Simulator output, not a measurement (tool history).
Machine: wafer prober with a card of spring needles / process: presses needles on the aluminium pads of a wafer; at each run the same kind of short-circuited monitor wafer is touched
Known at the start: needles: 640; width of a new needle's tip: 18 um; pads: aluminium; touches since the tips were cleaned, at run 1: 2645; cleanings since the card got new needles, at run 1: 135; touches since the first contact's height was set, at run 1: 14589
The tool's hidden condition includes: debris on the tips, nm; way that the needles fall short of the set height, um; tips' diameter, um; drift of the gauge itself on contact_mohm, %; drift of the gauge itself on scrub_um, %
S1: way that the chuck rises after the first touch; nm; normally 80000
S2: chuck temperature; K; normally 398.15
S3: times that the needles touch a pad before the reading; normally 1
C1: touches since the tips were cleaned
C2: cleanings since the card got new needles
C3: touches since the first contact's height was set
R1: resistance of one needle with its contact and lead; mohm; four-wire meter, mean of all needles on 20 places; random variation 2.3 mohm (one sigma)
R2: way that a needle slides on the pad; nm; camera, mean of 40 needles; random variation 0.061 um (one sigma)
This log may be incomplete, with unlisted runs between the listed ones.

Run 1, hour 0: usual settings; C1 2645; C2 135; C3 14589. Result: R1 311 mohm, R2 19840 nm.
At hour 8.8: tips cleaned on abrasive film.
At hour 23.9: tips cleaned on abrasive film.
Run 2, hour 35: usual settings; C1 6204; C2 137; C3 34023. Result: R1 339 mohm, R2 19690 nm.
At hour 38.1: tips cleaned on abrasive film.
At hour 51.2: tips cleaned on abrasive film.
At hour 66.5: tips cleaned on abrasive film.
Run 3, hour 78.1: usual settings; C1 6485; C2 140; C3 57998. Result: R1 341 mohm, R2 19590 nm.
At hour 81.3: tips cleaned on abrasive film.
At hour 93.6: tips cleaned on abrasive film.
At hour 108.9: tips cleaned on abrasive film.
At hour 122.7: tips cleaned on abrasive film.
Run 4, hour 130.1: usual settings; C1 4109; C2 144; C3 86815. Result: R1 327 mohm, R2 19450 nm.
At hour 136.1: tips cleaned on abrasive film.
At hour 150.7: tips cleaned on abrasive film.
Run 5, hour 154.1: usual settings; C1 1893; C2 146; C3 100124. Result: R1 302 mohm, R2 19390 nm.
At hour 166.1: tips cleaned on abrasive film.
At hour 179.8: tips cleaned on abrasive film.
Run 6, hour 179.9: usual settings; C1 40; C2 148; C3 114435. Result: R1 273 mohm, R2 19440 nm.
At hour 194.9: tips cleaned on abrasive film.
At hour 209.1: tips cleaned on abrasive film.
Run 7, hour 216.8: usual settings but S1 93000 nm; C1 4291; C2 150; C3 134961. Result: R1 310 mohm, R2 22600 nm.
At hour 222.3: tips cleaned on abrasive film.
At hour 234.6: tips cleaned on abrasive film.
Run 8, hour 240.9: usual settings but S1 62000 nm; C1 3504; C2 152; C3 148312. Result: R1 362 mohm, R2 14920 nm.
At hour 248.8: tips cleaned on abrasive film.
At hour 263.1: tips cleaned on abrasive film.
At hour 269.5: height of the first contact set anew.
At hour 278: tips cleaned on abrasive film.
Run 9, hour 280.1: usual settings but S1 92000 nm; C1 1173; C2 155; C3 5873. Result: R1 291 mohm, R2 21770 nm.
At hour 291.8: tips cleaned on abrasive film.
At hour 306.7: tips cleaned on abrasive film.
Run 10, hour 318.7: usual settings but S1 92000 nm; C1 6742; C2 157; C3 27325. Result: R1 327 mohm, R2 21740 nm.
At hour 321.4: tips cleaned on abrasive film.
At hour 335.1: tips cleaned on abrasive film.
At hour 350: tips cleaned on abrasive film.
Run 11, hour 354.9: usual settings but S3 2; C1 2752; C2 160; C3 47410. Result: R1 305 mohm, R2 18660 nm.
At hour 363.7: tips cleaned on abrasive film.
At hour 376: tips cleaned on abrasive film.
At hour 388.3: tips cleaned on abrasive film.
At hour 391.7: height of the first contact set anew, once more.
Run 12, hour 393.8: usual settings but S3 2; C1 2878; C2 163; C3 1172. Result: R1 302 mohm, R2 19650 nm.
At hour 402.7: tips cleaned on abrasive film.
At hour 415: tips cleaned on abrasive film.
At hour 429.6: tips cleaned on abrasive film.
Run 13, hour 437.3: usual settings but S3 2; C1 4307; C2 166; C3 25315. Result: R1 303 mohm, R2 19670 nm.
At hour 443.5: tips cleaned on abrasive film.
At hour 455.8: tips cleaned on abrasive film.
At hour 470.5: tips cleaned on abrasive film.
At hour 485.8: tips cleaned on abrasive film.
Run 14, hour 491.7: usual settings but S3 2; C1 3335; C2 170; C3 55529. Result: R1 308 mohm, R2 19610 nm.
At hour 501: tips cleaned on abrasive film.
At hour 515.1: tips cleaned on abrasive film.
Run 15, hour 520.6: usual settings but S3 2; C1 3047; C2 172; C3 71554. Result: R1 298 mohm, R2 19570 nm.
At hour 529.8: tips cleaned on abrasive film.
At hour 542.2: tips cleaned on abrasive film.
Run 16, hour 549.1: usual settings but S1 85000 nm, S2 314.15 K, S3 2; C1 3860; C2 174; C3 87358. Result: R1 282 mohm, R2 20740 nm.
At hour 554.8: tips cleaned on abrasive film.
At hour 570: tips cleaned on abrasive film.
At hour 584.7: tips cleaned on abrasive film.
Run 17, hour 593.2: usual settings but S1 85000 nm, S2 314.15 K, S3 2; C1 4721; C2 177; C3 111849. Result: R1 293 mohm, R2 20650 nm.
At hour 599.1: tips cleaned on abrasive film.
At hour 611.4: tips cleaned on abrasive film.
Run 18, hour 616.5: usual settings but S1 85000 nm, S2 314.15 K, S3 2; C1 2811; C2 179; C3 124761. Result: R1 280 mohm, R2 20530 nm.
At hour 625.4: tips cleaned on abrasive film.
At hour 639.7: tips cleaned on abrasive film.
Run 19, hour 648.1: usual settings but S1 88000 nm, S3 2; C1 4692; C2 181; C3 142334. Result: R1 302 mohm, R2 21230 nm.
At hour 653.6: tips cleaned on abrasive film.
At hour 668.8: tips cleaned on abrasive film.
At hour 683.2: tips cleaned on abrasive film.
At hour 686.6: height of the first contact set anew.
At hour 695.8: tips cleaned on abrasive film.
Run 20, hour 696.6: usual settings but S1 93000 nm, S3 2; C1 437; C2 185; C3 5556. Result: R1 272 mohm, R2 22950 nm.
At hour 708.4: tips cleaned on abrasive film.
At hour 723.6: tips cleaned on abrasive film.
Run 21, hour 725.7: usual settings but S1 67000 nm, S2 316.15 K, S3 2; C1 1154; C2 187; C3 21690. Result: R1 270 mohm, R2 16430 nm.
At hour 737.9: tips cleaned on abrasive film.
At hour 752.5: tips cleaned on abrasive film.
Run 22, hour 756.7: usual settings but S1 67000 nm, S2 316.15 K, S3 2; C1 2341; C2 189; C3 38917. Result: R1 290 mohm, R2 16450 nm.
At hour 765.5: tips cleaned on abrasive film.
At hour 780.4: tips cleaned on abrasive film.
At hour 793.5: tips cleaned on abrasive film.
Run 23, hour 793.5: usual settings but S1 67000 nm, S2 316.15 K, S3 2; C1 0; C2 192; C3 59320. Result: R1 260 mohm, R2 16330 nm.
At hour 805.8: tips cleaned on abrasive film.
At hour 818.1: tips cleaned on abrasive film.
At hour 833.3: tips cleaned on abrasive film.
Run 24, hour 836: usual settings but S1 67000 nm, S2 316.15 K, S3 2; C1 1530; C2 195; C3 82925. Result: R1 281 mohm, R2 16280 nm.
At hour 846.5: tips cleaned on abrasive film.
At hour 861.8: tips cleaned on abrasive film.
At hour 877: tips cleaned on abrasive film.
Run 25, hour 878.9: usual settings but S1 70000 nm, S2 328.15 K; C1 1078; C2 198; C3 106755. Result: R1 289 mohm, R2 16950 nm.
At hour 891: tips cleaned on abrasive film.
At hour 905.4: tips cleaned on abrasive film.
Run 26, hour 905.4: usual settings but S1 87000 nm, S2 302.15 K, S3 2; C1 0; C2 200; C3 121454. Result: R1 248 mohm, R2 21200 nm.
At hour 917.7: tips cleaned on abrasive film.
At hour 932.7: tips cleaned on abrasive film.
At hour 947.1: tips cleaned on abrasive film.
Run 27, hour 949.6: usual settings but S1 78000 nm; C1 1404; C2 203; C3 145985. Result: R1 310 mohm, R2 18760 nm.
At hour 960.9: tips cleaned on abrasive film.
At hour 975.5: tips cleaned on abrasive film.
At hour 981.9: height of the first contact set anew.
Run 28, hour 982.6: usual settings but S1 72000 nm, S2 344.15 K; C1 3805; C2 205; C3 393. Result: R1 345 mohm, R2 17780 nm.

Below, some changes in R1 between adjacent runs. For each, the amount present without the hidden state too (settings, incoming material, random variation) and the amount remaining for the hidden state with gauge scatter not shared by both compared results:
Run 8 -> 9: S1 62000 -> 92000, tips cleaned on abrasive film, tips cleaned on abrasive film, height of the first contact set anew, tips cleaned on abrasive film. R1 -71 mohm: hidden state -65, all else -6.
Run 26 -> 27: S1 87000 -> 78000, S2 302.15 -> 398.15, S3 2 -> 1, tips cleaned on abrasive film, tips cleaned on abrasive film, tips cleaned on abrasive film. R1 +62 mohm: hidden state +32, all else +30.
Run 27 -> 28: S1 78000 -> 72000, S2 398.15 -> 344.15, tips cleaned on abrasive film, tips cleaned on abrasive film, height of the first contact set anew. R1 +35 mohm: hidden state +50, all else -15.
